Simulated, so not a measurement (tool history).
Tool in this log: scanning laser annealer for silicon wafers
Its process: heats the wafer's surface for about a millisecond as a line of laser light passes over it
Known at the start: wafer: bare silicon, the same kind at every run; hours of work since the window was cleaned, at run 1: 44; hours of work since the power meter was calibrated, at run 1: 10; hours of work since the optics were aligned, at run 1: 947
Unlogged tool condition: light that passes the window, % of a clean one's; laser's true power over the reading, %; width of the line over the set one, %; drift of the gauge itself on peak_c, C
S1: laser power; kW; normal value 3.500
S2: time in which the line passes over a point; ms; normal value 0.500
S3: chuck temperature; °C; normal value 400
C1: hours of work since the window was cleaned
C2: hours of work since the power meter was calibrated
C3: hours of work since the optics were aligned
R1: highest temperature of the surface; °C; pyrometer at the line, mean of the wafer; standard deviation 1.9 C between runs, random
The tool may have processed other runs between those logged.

Run 1, hour 0.0: usual settings; C1 44; C2 10; C3 947. Result: R1 1101 °C.
Run 2, hour 13.9: usual settings; C1 52; C2 18; C3 955. Result: R1 1101 °C.
Run 3, hour 31.1: usual settings; C1 61; C2 28; C3 965. Result: R1 1097 °C.
Run 4, hour 39.4: usual settings; C1 66; C2 33; C3 969. Result: R1 1102 °C.
Run 5, hour 54.7: usual settings; C1 75; C2 42; C3 978. Result: R1 1097 °C.
Run 6, hour 66.1: usual settings; C1 81; C2 48; C3 985. Result: R1 1098 °C.
Run 7, hour 84.0: usual settings; C1 92; C2 58; C3 995. Result: R1 1097 °C.
Run 8, hour 93.8: usual settings; C1 97; C2 64; C3 1000. Result: R1 1094 °C.
Run 9, hour 107.2: usual settings but S1 3.710 kW; C1 105; C2 72; C3 1008. Result: R1 1145 °C.
Run 10, hour 117.9: usual settings but S2 0.447 ms; C1 111; C2 78; C3 1014. Result: R1 1054 °C.
At hour 122.2: laser's power meter calibrated.
Run 11, hour 140.1: usual settings; C1 122; C2 10; C3 1025. Result: R1 1093 °C.
Run 12, hour 151.4: usual settings; C1 128; C2 17; C3 1032. Result: R1 1094 °C.
Run 13, hour 165.9: usual settings; C1 137; C2 25; C3 1040. Result: R1 1091 °C.
Run 14, hour 177.6: usual settings but S1 3.676 kW, S2 0.566 ms; C1 143; C2 32; C3 1047. Result: R1 1185 °C.
At hour 188.9: laser's power meter calibrated, once more.
Run 15, hour 197.1: usual settings but S2 0.506 ms, S3 388 °C; C1 153; C2 5; C3 1056. Result: R1 1087 °C.
Run 16, hour 208.5: usual settings but S2 0.401 ms, S3 430 °C; C1 159; C2 11; C3 1063. Result: R1 1041 °C.
Run 17, hour 217.6: usual settings but S1 3.112 kW, S2 0.356 ms; C1 164; C2 16; C3 1068. Result: R1 896 °C.
Run 18, hour 228.6: usual settings but S1 3.041 kW, S2 0.356 ms, S3 408 °C; C1 171; C2 23; C3 1074. Result: R1 888 °C.
Run 19, hour 244.5: usual settings but S1 3.041 kW, S2 0.356 ms, S3 398 °C; C1 180; C2 32; C3 1083. Result: R1 877 °C.
Run 20, hour 263.3: usual settings but S1 3.449 kW, S2 0.356 ms, S3 428 °C; C1 191; C2 42; C3 1094. Result: R1 984 °C.
Run 21, hour 282.6: usual settings but S2 0.558 ms, S3 380 °C; C1 202; C2 54; C3 1105. Result: R1 1113 °C.
Run 22, hour 293.0: usual settings but S1 3.606 kW, S2 0.376 ms, S3 380 °C; C1 207; C2 59; C3 1111. Result: R1 982 °C.
Run 23, hour 308.5: usual settings but S1 3.239 kW, S2 0.399 ms; C1 216; C2 68; C3 1120. Result: R1 950 °C.
Run 24, hour 327.1: usual settings but S1 3.239 kW, S2 0.399 ms; C1 227; C2 79; C3 1130. Result: R1 949 °C.
Run 25, hour 342.7: usual settings but S3 408 °C; C1 236; C2 88; C3 1139. Result: R1 1095 °C.
Run 26, hour 355.5: usual settings but S3 408 °C; C1 243; C2 95; C3 1146. Result: R1 1093 °C.

5 ways to go on from here, each from the tool as it stands after run 26. What would each give?
Run A, hour 365.3: usual settings but S3 394 °C; C1 249; C2 101; C3 1152. Result: R1 ?.
Run B, hour 365.3: usual settings but S1 3.761 kW, S2 0.606 ms, S3 402 °C; C1 249; C2 101; C3 1152. Result: R1 ?.
Run C, hour 365.3: usual settings but S1 3.393 kW, S2 0.537 ms; C1 249; C2 101; C3 1152. Result: R1 ?.
Run D, hour 365.3: usual settings but S1 3.103 kW, S3 371 °C; C1 249; C2 101; C3 1152. Result: R1 ?.
Run E, hour 365.3: usual settings but S1 3.827 kW, S2 0.543 ms, S3 361 °C; C1 249; C2 101; C3 1152. Result: R1 ?.

run    R1
  A  1078
  B  1235
  C  1092
  D   968
  E  1160
What these runs would have given with no unlogged condition in the tool:
run    R1
  A  1104
  B  1266
  C  1119
  D   991
  E  1190
